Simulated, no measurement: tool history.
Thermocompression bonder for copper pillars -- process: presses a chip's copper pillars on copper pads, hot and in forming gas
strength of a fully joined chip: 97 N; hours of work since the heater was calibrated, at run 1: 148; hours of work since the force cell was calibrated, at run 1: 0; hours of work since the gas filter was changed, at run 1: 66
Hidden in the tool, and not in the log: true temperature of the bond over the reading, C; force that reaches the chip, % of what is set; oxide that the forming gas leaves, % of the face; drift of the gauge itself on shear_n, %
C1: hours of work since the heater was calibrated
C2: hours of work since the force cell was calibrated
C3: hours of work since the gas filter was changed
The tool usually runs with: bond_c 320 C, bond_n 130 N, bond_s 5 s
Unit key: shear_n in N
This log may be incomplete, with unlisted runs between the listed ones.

Run 1, hour 0: usual settings; C1 148; C2 0; C3 66. Result: shear_n 63 N.
Run 2, hour 9.7: usual settings but bond_n 82 N; C1 154; C2 6; C3 72. Result: shear_n 52.3 N.
Run 3, hour 17: usual settings; C1 158; C2 11; C3 76. Result: shear_n 62.4 N.
Run 4, hour 25.6: usual settings; C1 164; C2 16; C3 82. Result: shear_n 62.5 N.
Run 5, hour 30.6: usual settings; C1 167; C2 19; C3 85. Result: shear_n 63 N.
Run 6, hour 35.8: usual settings; C1 170; C2 22; C3 88. Result: shear_n 63 N.
Run 7, hour 45.6: usual settings; C1 176; C2 28; C3 94. Result: shear_n 63.3 N.
Run 8, hour 52.7: usual settings; C1 181; C2 33; C3 98. Result: shear_n 62.2 N.
Run 9, hour 61: usual settings; C1 186; C2 38; C3 104. Result: shear_n 61.8 N.
Run 10, hour 70.6: usual settings; C1 192; C2 44; C3 110. Result: shear_n 62.1 N.
Run 11, hour 77.2: usual settings; C1 196; C2 48; C3 114. Result: shear_n 61.4 N.
Run 12, hour 85.4: usual settings; C1 201; C2 53; C3 119. Result: shear_n 61.8 N.
Run 13, hour 96.8: usual settings; C1 208; C2 60; C3 126. Result: shear_n 61.3 N.
Run 14, hour 107: usual settings but bond_s 9 s; C1 214; C2 66; C3 132. Result: shear_n 71 N.
Run 15, hour 116.4: usual settings but bond_c 343 C, bond_s 9 s; C1 220; C2 72; C3 138. Result: shear_n 79.7 N.
Run 16, hour 127.5: usual settings but bond_n 97 N; C1 227; C2 79; C3 145. Result: shear_n 54.5 N.
Run 17, hour 134.5: usual settings but bond_n 97 N; C1 231; C2 84; C3 149. Result: shear_n 54.7 N.
Run 18, hour 144.3: usual settings; C1 237; C2 90; C3 155. Result: shear_n 60.1 N.
Run 19, hour 153.1: usual settings but bond_n 142 N, bond_s 11 s; C1 243; C2 95; C3 161. Result: shear_n 73.6 N.
At hour 158: forming gas filter changed.
Run 20, hour 159.2: usual settings but bond_c 326 C, bond_s 14 s; C1 246; C2 99; C3 1. Result: shear_n 84.5 N.
Run 21, hour 164.9: usual settings but bond_c 315 C, bond_n 129 N, bond_s 4 s; C1 250; C2 102; C3 4. Result: shear_n 58.5 N.
Run 22, hour 170.5: usual settings but bond_c 315 C, bond_n 129 N, bond_s 4 s; C1 253; C2 106; C3 8. Result: shear_n 57.7 N.

Run 23, settings as shown, results not yet in. Your forecast:
Run 23, hour 179.2: usual settings but bond_c 315 C, bond_n 129 N, bond_s 4 s; C1 259; C2 111; C3 13. Result: shear_n ?.

{"run 23": {"shear_n": 57}}
If the tool had no hidden condition, the same run with the same run-to-run variation would have returned shear_n 57.2 N.

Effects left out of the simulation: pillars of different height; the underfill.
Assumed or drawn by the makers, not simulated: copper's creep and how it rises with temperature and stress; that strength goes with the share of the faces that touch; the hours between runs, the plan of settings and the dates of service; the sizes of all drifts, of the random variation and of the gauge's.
